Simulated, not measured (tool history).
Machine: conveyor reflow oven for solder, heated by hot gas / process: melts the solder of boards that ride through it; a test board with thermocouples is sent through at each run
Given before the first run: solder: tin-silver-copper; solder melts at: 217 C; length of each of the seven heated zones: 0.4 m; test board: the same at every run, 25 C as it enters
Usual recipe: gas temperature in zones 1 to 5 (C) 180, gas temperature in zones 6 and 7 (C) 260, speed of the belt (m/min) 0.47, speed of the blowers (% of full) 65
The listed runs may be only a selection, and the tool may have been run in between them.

| run | day | gas temperature in zones 1 to 5 (C) | gas temperature in zones 6 and 7 (C) | speed of the belt (m/min) | speed of the blowers (% of full) | highest temperature of the board (C) | time above the solder's melting point (s) |
|---|---|---|---|---|---|---|---|
| 1 | 0 | 180 | 260 | 0.47 | 65 | 244.1 | 69.7 |
| 2 | 1.975 | 180 | 260 | 0.47 | 65 | 243.3 | 70 |
| 3 | 5.354 | 180 | 260 | 0.47 | 65 | 243 | 69.5 |
| 4 | 7.717 | 180 | 260 | 0.47 | 65 | 242.7 | 69.6 |
| 5 | 9.883 | 180 | 260 | 0.47 | 65 | 242.4 | 68.4 |
| 6 | 13.475 | 180 | 260 | 0.47 | 65 | 241.3 | 67.1 |
| 7 | 17 | 180 | 260 | 0.47 | 65 | 241.3 | 67.1 |
| 8 | 18.575 | 169 | 260 | 0.47 | 65 | 239 | 58.1 |
| 9 | 20.421 | 169 | 260 | 0.47 | 65 | 239.1 | 57.2 |
|  | 22.254 | flux residue cleaned out of gas plates and filters |
| 10 | 22.679 | 169 | 260 | 0.47 | 65 | 241.5 | 62.3 |
| 11 | 26.017 | 169 | 260 | 0.47 | 65 | 240.8 | 61.5 |
| 12 | 29.433 | 169 | 260 | 0.47 | 65 | 240.2 | 61 |
| 13 | 31.342 | 182 | 260 | 0.47 | 65 | 242.9 | 70.3 |
| 14 | 34.504 | 182 | 260 | 0.47 | 65 | 241.8 | 69.4 |
| 15 | 36.979 | 182 | 260 | 0.47 | 65 | 241.8 | 69.2 |
| 16 | 38.583 | 180 | 260 | 0.44 | 73 | 244.2 | 78 |
| 17 | 40.958 | 183 | 267 | 0.397 | 77 | 254.3 | 101.1 |
| 18 | 43.842 | 174 | 267 | 0.522 | 77 | 244.3 | 59.9 |
| 19 | 46.542 | 181 | 260 | 0.47 | 51 | 236.8 | 59.1 |
|  | 50.346 | flux residue cleaned out of gas plates and filters |
| 20 | 50.346 | 181 | 254 | 0.47 | 70 | 238.8 | 65.9 |
| 21 | 53.725 | 181 | 254 | 0.47 | 70 | 237.9 | 64.8 |
| 22 | 55.929 | 181 | 254 | 0.47 | 70 | 238.6 | 64.2 |
| 23 | 58.758 | 181 | 254 | 0.47 | 70 | 237.3 | 64 |
| 24 | 60.992 | 181 | 251 | 0.47 | 70 | 234.9 | 59.5 |
| 25 | 62.767 | 183 | 262 | 0.463 | 65 | 244.3 | 74.1 |
| 26 | 65.833 | 183 | 262 | 0.463 | 65 | 242.9 | 73.9 |
|  | 66.083 | thermocouples of zones 6 and 7 changed |
| 27 | 68.217 | 180 | 271 | 0.47 | 74 | 254.8 | 83.2 |
| 28 | 70.512 | 167 | 272 | 0.457 | 60 | 250.9 | 74.1 |
| 29 | 72.529 | 167 | 272 | 0.457 | 60 | 250.5 | 72.6 |
| 30 | 75.083 | 167 | 272 | 0.495 | 58 | 246.5 | 62.7 |

Some steps in highest temperature of the board (C) between neighbouring runs. How much of each would the tool show without its hidden state too (settings, what came in, random variation), and how much is left for the hidden state, with any gauge scatter that isn't in both results?
The tool's hidden condition here consists of: heat that the gas passes to the board, % of a clean oven's; belt's true speed, % of the reading; true gas temperature in zones 6 and 7 over the reading, C; drift of the gauge itself on peak_c, C; drift of the gauge itself on liquid_s, %.
Run 9 -> 10: flux residue cleaned out of gas plates and filters. highest temperature of the board (C) +2.4: hidden state +2.5, all else -0.1.
Run 16 -> 17: gas temperature in zones 1 to 5 (C) 180 -> 183, gas temperature in zones 6 and 7 (C) 260 -> 267, speed of the belt (m/min) 0.44 -> 0.397, speed of the blowers (% of full) 73 -> 77. highest temperature of the board (C) +10.1: hidden state -0.2, all else +10.3.
Run 17 -> 18: gas temperature in zones 1 to 5 (C) 183 -> 174, speed of the belt (m/min) 0.397 -> 0.522. highest temperature of the board (C) -10: hidden state -1, all else -9.
Run 19 -> 20: gas temperature in zones 6 and 7 (C) 260 -> 254, speed of the blowers (% of full) 51 -> 70, flux residue cleaned out of gas plates and filters. highest temperature of the board (C) +2: hidden state +1.9, all else +0.1.
Run 26 -> 27: gas temperature in zones 1 to 5 (C) 183 -> 180, gas temperature in zones 6 and 7 (C) 262 -> 271, speed of the belt (m/min) 0.463 -> 0.47, speed of the blowers (% of full) 65 -> 74, thermocouples of zones 6 and 7 changed. highest temperature of the board (C) +11.9: hidden state +2.8, all else +9.1.
